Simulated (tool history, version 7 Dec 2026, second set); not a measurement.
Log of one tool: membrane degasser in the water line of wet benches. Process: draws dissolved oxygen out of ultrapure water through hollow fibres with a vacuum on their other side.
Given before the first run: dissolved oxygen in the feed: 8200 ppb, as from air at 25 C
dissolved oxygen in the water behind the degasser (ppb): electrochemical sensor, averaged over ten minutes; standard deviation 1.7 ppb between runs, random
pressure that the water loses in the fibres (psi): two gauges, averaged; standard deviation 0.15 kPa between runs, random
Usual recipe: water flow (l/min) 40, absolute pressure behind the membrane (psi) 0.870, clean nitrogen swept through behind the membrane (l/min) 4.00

| run | hour | water flow (l/min) | absolute pressure behind the membrane (psi) | clean nitrogen swept through behind the membrane (l/min) | dissolved oxygen in the water behind the degasser (ppb) | pressure that the water loses in the fibres (psi) |
|---|---|---|---|---|---|---|
| 1 | 0.0 | 40 | 0.870 | 4.00 | 183.9 | 6.717 |
| 2 | 70.7 | 40 | 1.440 | 4.00 | 271.4 | 6.701 |
| 3 | 164.2 | 40 | 0.870 | 11.33 | 144.8 | 6.730 |
| 4 | 283.5 | 40 | 0.870 | 11.33 | 147.9 | 6.720 |
| 5 | 382.5 | 40 | 0.870 | 11.33 | 143.8 | 6.724 |
| 6 | 476.6 | 40 | 0.870 | 11.33 | 140.9 | 6.753 |
| 7 | 587.1 | 40 | 0.870 | 11.33 | 146.3 | 6.738 |

What will run 8 give?
| 8 | 705.9 | 40 | 0.870 | 11.33 | ? | ? |

dissolved oxygen in the water behind the degasser (ppb): 146.7
pressure that the water loses in the fibres (psi): 6.765
With no hidden state in the tool, this same run would have given dissolved oxygen in the water behind the degasser (ppb) 132.4, pressure that the water loses in the fibres (psi) 6.585.
